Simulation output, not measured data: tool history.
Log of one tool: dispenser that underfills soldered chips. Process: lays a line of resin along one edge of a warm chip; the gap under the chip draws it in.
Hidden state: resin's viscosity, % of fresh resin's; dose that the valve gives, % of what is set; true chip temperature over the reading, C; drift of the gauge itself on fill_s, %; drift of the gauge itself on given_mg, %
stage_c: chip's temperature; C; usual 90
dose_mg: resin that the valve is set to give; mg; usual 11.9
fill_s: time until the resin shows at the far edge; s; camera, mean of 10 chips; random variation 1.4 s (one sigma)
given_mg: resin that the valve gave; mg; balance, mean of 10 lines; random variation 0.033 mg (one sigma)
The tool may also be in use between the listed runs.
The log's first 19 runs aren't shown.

run	hour	stage_c	dose_mg	hours of work since the syringe was changed	hours of work since the valve was cleaned	hours of work since the stage was calibrated	fill_s	given_mg
20	64.8	101	11.9	5	5	100	111.6	11.84
21	67.6	101	11.9	7	8	103	127.7	11.87
22	70.7	96	10.4	10	10	105	186.2	10.27
# hour 73.5: new syringe of resin
23	74.1	96	10.4	0	12	107	112.6	10.26
24	76.2	96	10.4	2	14	109	123.1	10.29
25	78.2	94	12.9	4	16	111	135.4	12.69
26	82.0	94	12.9	7	19	114	162.8	12.76
27	84.0	90	15.4	8	20	115	202.6	15.22
28	88.1	103	11.7	11	23	118	146.5	11.50
# hour 88.7: new syringe of resin
29	91.0	103	11.7	2	25	120	85.1	11.48
30	95.3	104	12.9	5	29	124	96.9	12.63
31	97.4	104	12.9	7	30	125	105.5	12.64
32	99.8	94	11.7	9	32	127	180.7	11.42
33	101.9	86	13.4	10	34	129	270.0	13.12
# hour 103.8: new syringe of resin
34	106.2	83	12.5	2	37	132	200.4	12.14

Forecast run 35:
35	110.1	85	10.3	5	40	135	?	?

{"run 35": {"fill_s": 230.1, "given_mg": 10.02}}
Without the tool's hidden state the same run would have given fill_s 174.5 s, given_mg 10.29 mg.
